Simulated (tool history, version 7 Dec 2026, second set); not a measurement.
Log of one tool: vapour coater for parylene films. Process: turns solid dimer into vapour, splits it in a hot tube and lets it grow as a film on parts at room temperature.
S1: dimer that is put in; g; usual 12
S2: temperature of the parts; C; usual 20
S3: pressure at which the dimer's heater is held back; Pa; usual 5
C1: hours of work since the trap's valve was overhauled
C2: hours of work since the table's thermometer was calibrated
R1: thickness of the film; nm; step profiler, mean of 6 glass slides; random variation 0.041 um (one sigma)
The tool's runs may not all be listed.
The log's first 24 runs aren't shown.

| run | hour | S1 | S2 | S3 | C1 | C2 | R1 |
|---|---|---|---|---|---|---|---|
| 25 | 407.7 | 19 | 32 | 7.95 | 117 | 25 | 7860 |
| 26 | 426 | 7 | 20 | 7.37 | 133 | 42 | 3810 |
| 27 | 441.2 | 12 | 20 | 6.99 | 147 | 55 | 6540 |
| 28 | 452.3 | 5 | 29 | 6.99 | 156 | 65 | 2230 |
| 29 | 467.7 | 5 | 27 | 11.52 | 170 | 79 | 2140 |
| 30 | 482.6 | 5 | 27 | 11.52 | 183 | 92 | 2160 |
| 31 | 497.1 | 6 | 27 | 7.3 | 196 | 105 | 2720 |
| 32 | 512.3 | 6 | 27 | 7.3 | 210 | 119 | 2750 |

Forecast run 33:
| 33 | 524.3 | 8 | 31 | 3.9 | 221 | 129 | ? |

R1: 3640 nm
Without the tool's hidden state the same run would have given R1 3830 nm.
